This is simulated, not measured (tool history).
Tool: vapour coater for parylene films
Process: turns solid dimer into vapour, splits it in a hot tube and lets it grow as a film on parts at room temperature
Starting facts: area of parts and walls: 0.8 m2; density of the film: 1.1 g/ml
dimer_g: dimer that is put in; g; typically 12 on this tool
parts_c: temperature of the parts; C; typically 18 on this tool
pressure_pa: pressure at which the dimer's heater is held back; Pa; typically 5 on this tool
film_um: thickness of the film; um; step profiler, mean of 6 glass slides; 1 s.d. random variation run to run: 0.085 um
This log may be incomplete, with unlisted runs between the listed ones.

run    hour  dimer_g  parts_c  pressure_pa  film_um
  1       0       12       18            5    10.22
  2    48.1       12       18            5    10.25
  3    84.4       12       18            5    10.31
  4   126.1       12       18            5    10.45
  5   177.2       12       18            5    10.38
  6   213.5       12       18            5    10.23
  7   265.7       12       18            5    10.41
  8   292.6        9       18            5     7.75
  9   347.1        9       18            5      7.8
 10   370.2        9       18            5     7.75
 11   423.2       12       14            5     10.9
 12     453       12       16            5    10.47
 13   479.4       12       25            5     9.22
 14   502.5       10       18            5     8.62
 15   531.1       10       18            5     8.61
 16   567.3       12       18            5    10.24
 17   589.8       12       18            5    10.35
 18   634.2       12       18            5    10.36
 19   664.3       12       18            5    10.29
 20   712.7       12       18            5    10.34
 21   735.2       12       18            5    10.37
 22     787       21       18            5    17.86
 23   821.8       12       18         4.84    10.24
 24   867.2       12       18            5    10.36
 25   906.9       14       20            5    11.61
 26   937.5       21       15         5.95    18.75
 27     979       15       26         2.95    11.64
 28  1032.4       10       11            5     9.64
 29  1058.2       12       24         8.53     9.12
 30  1095.7       12       23         3.86     9.62
 31    1131       12       23         3.86      9.8
 32    1167       12       23         3.86     9.78
 33    1207       14       29         3.86     10.3
 34  1234.4       14       29         3.86    10.34
 35  1273.2       14       29         3.86     10.3
 36  1313.2       14       29         3.86    10.37
 37  1345.5       22       18          4.1    19.19
 38  1380.6        8       14         4.92     7.35
 39  1403.3        8       14         4.92     7.47
 40  1443.3       18       29         9.71    12.45
 41  1494.6       18       29         9.71    12.31
 42  1517.1       18       29         9.71    12.69
 43  1544.2       18       29         9.71    12.45
 44  1594.3       12       14            5     10.9
 45    1635       12       14         3.49    11.15
 46    1675       12       16         3.78    10.75
 47  1708.3       12       13         5.24    11.23
 48  1761.1       10       10         9.17     9.42

The log once held 2 entries between its listed runs, left out of this copy. Where does each go, and what is different about the tool's unlogged condition between the listed run before it and the listed run after it?
From run 25 to run 26: trap's valve overhauled (hour 913.9)
  vapour lost through the trap's worn valve, %: 0.4 -> 0
From run 33 to run 34: table's thermometer calibrated (hour 1218.6)
  true temperature of the parts over the reading, C: -0.05 -> 0

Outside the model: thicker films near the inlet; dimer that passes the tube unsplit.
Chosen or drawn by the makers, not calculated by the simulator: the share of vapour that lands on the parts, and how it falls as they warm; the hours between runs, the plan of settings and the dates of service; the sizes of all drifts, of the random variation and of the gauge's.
